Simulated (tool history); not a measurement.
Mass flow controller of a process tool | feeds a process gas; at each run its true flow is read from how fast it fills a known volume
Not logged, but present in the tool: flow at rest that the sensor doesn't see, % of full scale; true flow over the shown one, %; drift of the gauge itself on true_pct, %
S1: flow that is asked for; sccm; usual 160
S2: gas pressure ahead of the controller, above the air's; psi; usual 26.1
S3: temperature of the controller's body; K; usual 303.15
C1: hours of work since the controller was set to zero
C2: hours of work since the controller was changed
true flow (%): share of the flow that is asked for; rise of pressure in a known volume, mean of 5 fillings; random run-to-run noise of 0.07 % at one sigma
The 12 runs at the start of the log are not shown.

run 13 day=147.004 | S1=160 S2=26.1 S3=294.15 | C1=3066 C2=3066 | true_flow_(%)=102.48
run 14 day=155.662 | S1=160 S2=26.1 S3=294.15 | C1=3195 C2=3195 | true_flow_(%)=102.56
run 15 day=167.279 | S1=160 S2=26.1 S3=303.15 | C1=3368 C2=3368 | true_flow_(%)=102.08
run 16 day=175.517 | S1=160 S2=26.1 S3=303.15 | C1=3491 C2=3491 | true_flow_(%)=102.11
run 17 day=182.788 | S1=160 S2=26.1 S3=303.15 | C1=3599 C2=3599 | true_flow_(%)=102.31
run 18 day=191.754 | S1=160 S2=26.1 S3=303.15 | C1=3733 C2=3733 | true_flow_(%)=102.15
run 19 day=208.712 | S1=168 S2=35.7 S3=309.15 | C1=3985 C2=3985 | true_flow_(%)=101.90
run 20 day=223.992 | S1=41 S2=23.6 S3=303.15 | C1=4213 C2=4213 | true_flow_(%)=101.86
run 21 day=234.079 | S1=40 S2=31.6 S3=312.15 | C1=4363 C2=4363 | true_flow_(%)=101.24
run 22 day=248.225 | S1=175 S2=29.0 S3=312.15 | C1=4574 C2=4574 | true_flow_(%)=102.38
run 23 day=259.517 | S1=92 S2=29.0 S3=294.15 | C1=4742 C2=4742 | true_flow_(%)=103.11
run 24 day=276.142 | S1=54 S2=23.6 S3=303.15 | C1=4990 C2=4990 | true_flow_(%)=102.69
-- day=278.504 controller exchanged for a calibrated one
run 25 day=289.279 | S1=29 S2=26.1 S3=300.15 | C1=161 C2=161 | true_flow_(%)=97.43
run 26 day=305.854 | S1=94 S2=37.1 S3=313.15 | C1=407 C2=407 | true_flow_(%)=97.18
run 27 day=315.350 | S1=94 S2=37.1 S3=313.15 | C1=549 C2=549 | true_flow_(%)=97.33
run 28 day=324.767 | S1=94 S2=27.7 S3=313.15 | C1=689 C2=689 | true_flow_(%)=97.64
run 29 day=338.292 | S1=135 S2=33.9 S3=294.15 | C1=891 C2=891 | true_flow_(%)=100.06
run 30 day=347.108 | S1=74 S2=26.1 S3=300.15 | C1=1022 C2=1022 | true_flow_(%)=98.86

Run 31 has not been measured yet. What should we expect?
run 31 day=355.233 | S1=72 S2=25.5 S3=303.15 | C1=1143 C2=1143 | true_flow_(%)=?

true flow (%): 98.65
Had the tool carried no hidden state, the very same run would have given true flow (%) 97.64.

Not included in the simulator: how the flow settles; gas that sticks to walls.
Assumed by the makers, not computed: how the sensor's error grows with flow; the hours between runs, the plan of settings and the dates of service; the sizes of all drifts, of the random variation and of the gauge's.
